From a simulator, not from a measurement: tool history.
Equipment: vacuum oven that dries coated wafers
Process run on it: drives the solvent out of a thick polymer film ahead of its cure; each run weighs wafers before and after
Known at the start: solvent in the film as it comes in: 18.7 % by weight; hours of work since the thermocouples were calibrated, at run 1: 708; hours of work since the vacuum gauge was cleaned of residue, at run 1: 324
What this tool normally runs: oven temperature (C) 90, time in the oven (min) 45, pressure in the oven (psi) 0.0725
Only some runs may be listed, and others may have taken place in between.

| run | day | oven temperature (C) | time in the oven (min) | pressure in the oven (psi) | hours of work since the thermocouples were calibrated | hours of work since the vacuum gauge was cleaned of residue | solvent left in the film (%) |
|---|---|---|---|---|---|---|---|
| 1 | 0 | 90 | 45 | 0.0725 | 708 | 324 | 1.244 |
| 2 | 3.058 | 90 | 30 | 0.0725 | 761 | 376 | 2.739 |
| 3 | 5.092 | 100 | 45 | 0.0725 | 796 | 411 | 0.298 |
| 4 | 7.667 | 100 | 45 | 0.0725 | 840 | 456 | 0.312 |
| 5 | 10.025 | 100 | 45 | 0.0725 | 881 | 496 | 0.292 |
| 6 | 13.896 | 90 | 45 | 0.0725 | 948 | 563 | 1.234 |
| 7 | 17.338 | 90 | 45 | 0.0725 | 1007 | 622 | 1.239 |
| 8 | 20.412 | 90 | 52 | 0.0725 | 1060 | 675 | 0.868 |
| 9 | 22.6 | 90 | 45 | 0.0725 | 1098 | 713 | 1.246 |
| 10 | 24.325 | 90 | 45 | 0.0725 | 1128 | 743 | 1.227 |
| 11 | 26.875 | 90 | 45 | 0.0725 | 1172 | 787 | 1.236 |
| 12 | 28.946 | 90 | 45 | 0.0725 | 1207 | 823 | 1.26 |
| 13 | 31.583 | 90 | 45 | 0.0725 | 1253 | 868 | 1.232 |
| 14 | 35.338 | 90 | 45 | 0.0725 | 1318 | 933 | 1.235 |
| 15 | 37.954 | 90 | 45 | 0.0725 | 1363 | 978 | 1.23 |
| 16 | 40.917 | 93 | 45 | 0.0725 | 1414 | 1029 | 0.819 |
|  | 41.492 | oven's thermocouples calibrated |
| 17 | 44.067 | 93 | 45 | 0.0973 | 44 | 1082 | 0.876 |
| 18 | 46.8 | 90 | 48 | 0.0725 | 91 | 1129 | 1.073 |
| 19 | 50.2 | 80 | 41 | 0.2073 | 150 | 1188 | 4.45 |
| 20 | 53.792 | 85 | 80 | 0.1056 | 212 | 1250 | 0.739 |
| 21 | 56.175 | 76 | 31 | 0.0725 | 253 | 1291 | 6.852 |
| 22 | 58.633 | 104 | 30 | 0.0772 | 295 | 1333 | 0.488 |
| 23 | 60.533 | 101 | 30 | 0.0772 | 328 | 1366 | 0.747 |
| 24 | 63.208 | 100 | 45 | 0.2395 | 374 | 1412 | 0.606 |
| 25 | 65.592 | 90 | 35 | 0.0424 | 415 | 1453 | 2.014 |
| 26 | 67.271 | 90 | 26 | 0.0424 | 444 | 1482 | 3.353 |
| 27 | 69.092 | 90 | 26 | 0.0687 | 476 | 1513 | 3.399 |
| 28 | 72.538 | 90 | 26 | 0.0687 | 535 | 1573 | 3.402 |
| 29 | 75.062 | 98 | 36 | 0.0725 | 579 | 1616 | 0.707 |
| 30 | 77.208 | 98 | 36 | 0.0725 | 616 | 1653 | 0.71 |
| 31 | 79.246 | 98 | 36 | 0.0725 | 651 | 1688 | 0.722 |
| 32 | 82.967 | 98 | 36 | 0.0725 | 715 | 1752 | 0.725 |
|  | 86.229 | vacuum gauge cleaned of residue and calibrated |
| 33 | 87.054 | 98 | 22 | 0.0725 | 784 | 14 | 2.164 |
| 34 | 90.679 | 87 | 72 | 0.0725 | 847 | 77 | 0.614 |
| 35 | 92.742 | 87 | 72 | 0.1178 | 883 | 112 | 0.745 |

Here are 4 independent what-if runs from the current tool condition. What would each one return?
| A | 95.962 | 81 | 31 | 0.1128 | 938 | 168 | ? |
| B | 95.962 | 90 | 63 | 0.0725 | 938 | 168 | ? |
| C | 95.962 | 91 | 30 | 0.2656 | 938 | 168 | ? |
| D | 95.962 | 90 | 42 | 0.0725 | 938 | 168 | ? |

| run | solvent left in the film (%) |
|---|---|
| A | 5.335 |
| B | 0.548 |
| C | 2.9 |
| D | 1.457 |
Take away the tool's hidden state, keep each run's random variation, and the runs would have read:
| run | solvent left in the film (%) |
|---|---|
| A | 5.344 |
| B | 0.55 |
| C | 2.907 |
| D | 1.462 |

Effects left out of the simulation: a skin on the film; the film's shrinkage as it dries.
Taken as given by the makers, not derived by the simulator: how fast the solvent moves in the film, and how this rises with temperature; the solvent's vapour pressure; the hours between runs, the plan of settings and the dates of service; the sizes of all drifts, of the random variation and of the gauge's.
